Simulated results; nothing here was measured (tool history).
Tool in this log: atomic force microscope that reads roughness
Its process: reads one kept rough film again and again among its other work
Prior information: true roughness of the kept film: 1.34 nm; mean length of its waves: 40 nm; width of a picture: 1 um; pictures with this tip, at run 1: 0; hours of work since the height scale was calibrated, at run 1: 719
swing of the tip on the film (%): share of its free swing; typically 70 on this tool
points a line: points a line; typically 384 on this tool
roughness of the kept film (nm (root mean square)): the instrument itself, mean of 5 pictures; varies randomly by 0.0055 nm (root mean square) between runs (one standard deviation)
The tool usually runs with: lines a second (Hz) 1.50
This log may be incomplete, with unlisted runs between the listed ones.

run,hour,lines a second (Hz),swing of the tip on the film (%),points a line,pictures with this tip,hours of work since the height scale was calibrated,roughness of the kept film (nm (root mean square))
1,0.0,1.50,70,384,0,719,1.219
2,35.3,1.50,70,384,60,744,1.199
3,69.3,1.50,70,384,118,768,1.179
4,134.1,1.50,79,384,228,814,1.105
# hour 153.5: new tip fitted
5,174.8,1.50,70,493,36,843,1.209
6,227.9,1.58,70,390,127,880,1.172
# hour 304.2: new tip fitted
7,304.2,3.10,82,393,0,934,1.046
8,354.5,1.50,70,727,85,970,1.199
9,430.1,1.50,71,727,213,1024,1.151
# hour 457.5: new tip fitted
10,478.5,1.50,71,727,36,1058,1.211

5 options for the next run, each taken on its own from the tool as it stands now. Forecast them:
A,527.1,1.50,74,727,118,1093,?
B,527.1,1.77,89,303,118,1093,?
C,527.1,2.88,57,1004,118,1093,?
D,527.1,1.49,86,356,118,1093,?
E,527.1,1.50,71,347,118,1093,?

run,roughness of the kept film (nm (root mean square))
A,1.162
B,1.043
C,1.193
D,1.089
E,1.171
Without the tool's hidden state the same runs would have given:
run,roughness of the kept film (nm (root mean square))
A,1.216
B,1.091
C,1.248
D,1.139
E,1.225
